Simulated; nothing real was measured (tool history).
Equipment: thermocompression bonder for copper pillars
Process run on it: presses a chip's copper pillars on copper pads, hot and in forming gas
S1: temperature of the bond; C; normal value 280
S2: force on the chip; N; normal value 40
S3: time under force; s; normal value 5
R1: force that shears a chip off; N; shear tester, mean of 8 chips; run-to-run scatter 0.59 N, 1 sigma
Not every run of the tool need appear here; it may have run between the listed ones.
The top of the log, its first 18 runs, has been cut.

{"run": 19, "hour": 575.5, "S1": 280, "S2": 40, "S3": 13, "R1": 63.3}
{"run": 20, "hour": 599.1, "S1": 253, "S2": 40, "S3": 9, "R1": 44.3}
{"run": 21, "hour": 641.0, "S1": 279, "S2": 55, "S3": 9, "R1": 70.1}
{"hour": 651.3, "done": "forming gas filter changed"}
{"run": 22, "hour": 681.4, "S1": 280, "S2": 28, "S3": 5, "R1": 33.3}
{"run": 23, "hour": 714.2, "S1": 266, "S2": 32, "S3": 3, "R1": 26.3}
{"run": 24, "hour": 734.2, "S1": 253, "S2": 48, "S3": 3, "R1": 33.3}
{"run": 25, "hour": 760.2, "S1": 251, "S2": 46, "S3": 5, "R1": 38.9}
{"run": 26, "hour": 787.2, "S1": 280, "S2": 26, "S3": 5, "R1": 30.8}
{"run": 27, "hour": 806.2, "S1": 273, "S2": 32, "S3": 10, "R1": 44.8}
{"run": 28, "hour": 841.7, "S1": 285, "S2": 43, "S3": 5, "R1": 50.2}
{"hour": 875.5, "done": "heater calibrated with a thermocouple chip"}
{"run": 29, "hour": 885.9, "S1": 262, "S2": 26, "S3": 5, "R1": 25.2}
{"run": 30, "hour": 915.6, "S1": 289, "S2": 28, "S3": 9, "R1": 44.2}
{"run": 31, "hour": 958.3, "S1": 307, "S2": 31, "S3": 8, "R1": 54.0}
{"run": 32, "hour": 986.5, "S1": 265, "S2": 49, "S3": 7, "R1": 53.4}
{"run": 33, "hour": 1023.7, "S1": 265, "S2": 49, "S3": 7, "R1": 53.6}
{"run": 34, "hour": 1063.5, "S1": 304, "S2": 25, "S3": 7, "R1": 41.3}
{"run": 35, "hour": 1086.8, "S1": 280, "S2": 45, "S3": 11, "R1": 65.4}

5 options for the next run, each taken on its own from the tool as it stands now. Forecast them:
{"run": "A", "hour": 1108.4, "S1": 280, "S2": 40, "S3": 14, "R1": "?"}
{"run": "B", "hour": 1108.4, "S1": 275, "S2": 31, "S3": 5, "R1": "?"}
{"run": "C", "hour": 1108.4, "S1": 280, "S2": 45, "S3": 12, "R1": "?"}
{"run": "D", "hour": 1108.4, "S1": 269, "S2": 25, "S3": 3, "R1": "?"}
{"run": "E", "hour": 1108.4, "S1": 280, "S2": 37, "S3": 5, "R1": "?"}

run=A R1=64.3
run=B R1=34.7
run=C R1=67.4
run=D R1=20.5
run=E R1=42.5
Without the tool's unlogged condition, the same runs would have read:
run=A R1=64.5
run=B R1=34.8
run=C R1=67.6
run=D R1=20.6
run=E R1=42.6

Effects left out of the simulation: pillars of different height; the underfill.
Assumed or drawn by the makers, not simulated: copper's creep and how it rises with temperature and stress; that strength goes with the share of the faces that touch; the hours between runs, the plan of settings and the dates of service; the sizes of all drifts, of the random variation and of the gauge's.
